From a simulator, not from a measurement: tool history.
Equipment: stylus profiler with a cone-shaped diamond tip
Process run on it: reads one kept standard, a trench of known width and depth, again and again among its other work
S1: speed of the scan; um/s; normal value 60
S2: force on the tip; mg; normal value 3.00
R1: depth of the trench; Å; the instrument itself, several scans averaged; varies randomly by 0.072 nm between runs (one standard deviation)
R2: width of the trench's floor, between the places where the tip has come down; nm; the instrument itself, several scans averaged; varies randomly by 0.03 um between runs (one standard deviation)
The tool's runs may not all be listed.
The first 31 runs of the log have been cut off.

run 32 day=115.092 | S1=87 S2=1.23 | R1=1003.5 R2=96280
run 33 day=120.208 | S1=15 S2=5.25 | R1=1010.0 R2=96980
run 34 day=124.442 | S1=15 S2=5.25 | R1=1009.3 R2=96870
run 35 day=126.938 | S1=15 S2=5.25 | R1=1010.7 R2=96930
run 36 day=132.096 | S1=15 S2=4.24 | R1=1006.8 R2=96910
run 37 day=134.571 | S1=149 S2=5.91 | R1=1010.5 R2=96360
run 38 day=136.971 | S1=149 S2=5.91 | R1=1009.3 R2=96300
run 39 day=139.871 | S1=149 S2=5.91 | R1=1010.6 R2=96230
run 40 day=144.046 | S1=149 S2=5.91 | R1=1010.4 R2=96240
run 41 day=146.233 | S1=149 S2=5.91 | R1=1009.4 R2=96180
run 42 day=149.396 | S1=35 S2=1.45 | R1=1001.7 R2=96450
run 43 day=153.979 | S1=56 S2=3.00 | R1=1004.3 R2=96390
-- day=156.138 new tip fitted, height scale calibrated
run 44 day=157.504 | S1=56 S2=3.00 | R1=1007.7 R2=97710
run 45 day=159.621 | S1=53 S2=8.90 | R1=1015.9 R2=97790

Alternative continuations, all from the tool just after run 45; predict every row:
run A day=162.762 | S1=60 S2=3.70 | R1=? R2=?
run B day=162.762 | S1=86 S2=5.83 | R1=? R2=?
run C day=162.762 | S1=153 S2=3.00 | R1=? R2=?
run D day=162.762 | S1=80 S2=8.90 | R1=? R2=?

run=A R1=1009.7 R2=97640
run=B R1=1011.5 R2=97580
run=C R1=1008.2 R2=97030
run=D R1=1016.7 R2=97650
With no hidden state in the tool, these same runs would have given:
run=A R1=1010.1 R2=97700
run=B R1=1012.0 R2=97640
run=C R1=1008.7 R2=97090
run=D R1=1017.2 R2=97710

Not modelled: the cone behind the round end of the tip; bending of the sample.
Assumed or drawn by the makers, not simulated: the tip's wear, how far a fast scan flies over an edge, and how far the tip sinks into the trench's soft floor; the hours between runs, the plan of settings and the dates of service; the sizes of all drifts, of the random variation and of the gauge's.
